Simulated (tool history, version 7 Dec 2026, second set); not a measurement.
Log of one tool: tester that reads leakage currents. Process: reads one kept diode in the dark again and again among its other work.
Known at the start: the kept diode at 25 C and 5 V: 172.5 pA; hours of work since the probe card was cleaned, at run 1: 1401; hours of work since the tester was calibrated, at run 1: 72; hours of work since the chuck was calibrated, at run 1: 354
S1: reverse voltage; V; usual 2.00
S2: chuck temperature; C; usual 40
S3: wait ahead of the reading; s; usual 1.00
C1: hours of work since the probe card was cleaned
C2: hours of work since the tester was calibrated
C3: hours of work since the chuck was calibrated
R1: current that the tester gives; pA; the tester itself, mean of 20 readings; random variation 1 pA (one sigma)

run     day     S1  S2    S3    C1   C2   C3       R1
  1   0.000   2.00  40  1.00  1401   72  354   360.77
  2   0.683   2.00  57  1.00  1409   80  362  1205.83
  3   1.271   2.00  57  1.00  1415   87  369  1206.68
  4   2.425   2.00  57  1.00  1429  100  382  1210.58
  5   3.246  11.01  40  1.00  1438  110  392   893.63
  6   4.533  11.01  40  1.00  1453  125  407   890.56
  7   5.517  11.01  40  1.00  1465  136  418   891.04
  8   6.175  11.01  40  1.00  1472  144  426   891.17
  9   7.312   2.00  40  1.00  1486  157  439   363.41
 10   7.929   7.04  40  1.00  1493  164  446   703.26
 11   9.017   7.04  40  1.00  1505  177  459   708.67
 12   9.879   5.39  40  1.00  1515  187  469   618.18
 13  11.004   2.00  40  1.00  1528  200  482   363.73
 14  11.617   2.00  40  1.00  1536  207  489   363.47
 15  12.683   2.00  40  1.00  1548  219  501   367.02
 16  13.954   7.30  40  1.00  1563  234  516   724.95
 17  15.054   2.00  43  1.00  1575  247  529   458.56
 18  15.608   2.00  43  1.00  1582  253  535   459.39
 19  16.892   2.00  43  1.00  1597  268  550   458.61
 20  17.471   2.00  43  1.00  1603  275  557   459.22
 21  18.062   2.00  43  1.00  1610  282  564   462.40
 22  19.321   2.00  43  1.00  1625  296  578   462.89
 23  19.883   2.00  40  9.19  1631  303  585   367.31
 24  20.792   2.00  40  1.99  1642  313  595   369.62
 25  21.708   2.00  37  1.00  1653  324  606   294.77
 26  22.621   2.34  57  0.94  1663  335  616  1340.67
 27  23.775   2.34  30  0.94  1677  348  630   186.82
 28  24.829   2.34  26  0.94  1689  360  642   135.82
 29  25.879   2.34  26  0.94  1701  372  654   136.55
 30  26.871   2.00  41  1.00  1713  384  666   401.01
 31  27.662   1.12  42  1.00  1722  393  675   318.97
 32  28.908   1.12  42  1.00  1736  408  689   318.11
 33  30.158   2.40  42  7.73  1751  422  704   475.82
 34  31.271   2.40  42  7.73  1764  435  717   480.01
 35  32.362   2.40  42  7.73  1776  448  730   479.10
 36  33.229   2.40  34  1.59  1786  458  740   263.32
 37  33.754   3.70  32  1.14  1793  464  746   282.69
 38  34.512   3.70  32  1.14  1801  473  754   282.81
 39  35.404  11.77  40  1.67  1812  483  765   958.88

Some steps in R1 between neighbouring runs. How much of each would the tool show without its hidden state too (settings, what came in, random variation), and how much is left for the hidden state, with any gauge scatter that isn't in both results?
The hidden state here: stray current of the dirty probe card, pA a volt; current scale over the true one, %; true chuck temperature over the reading, C; drift of the gauge itself on leakage_pa, %.
Run 1 -> 2: S2 40 -> 57. R1 +845.06 pA: hidden state +22.55, all else +822.51.
Run 25 -> 26: S1 2.00 -> 2.34, S2 37 -> 57, S3 1.00 -> 0.94. R1 +1045.90 pA: hidden state +51.14, all else +994.76.
Run 26 -> 27: S2 57 -> 30. R1 -1153.85 pA: hidden state -56.19, all else -1097.66.
Run 38 -> 39: S1 3.70 -> 11.77, S2 32 -> 40, S3 1.14 -> 1.67. R1 +676.07 pA: hidden state +49.27, all else +626.80.
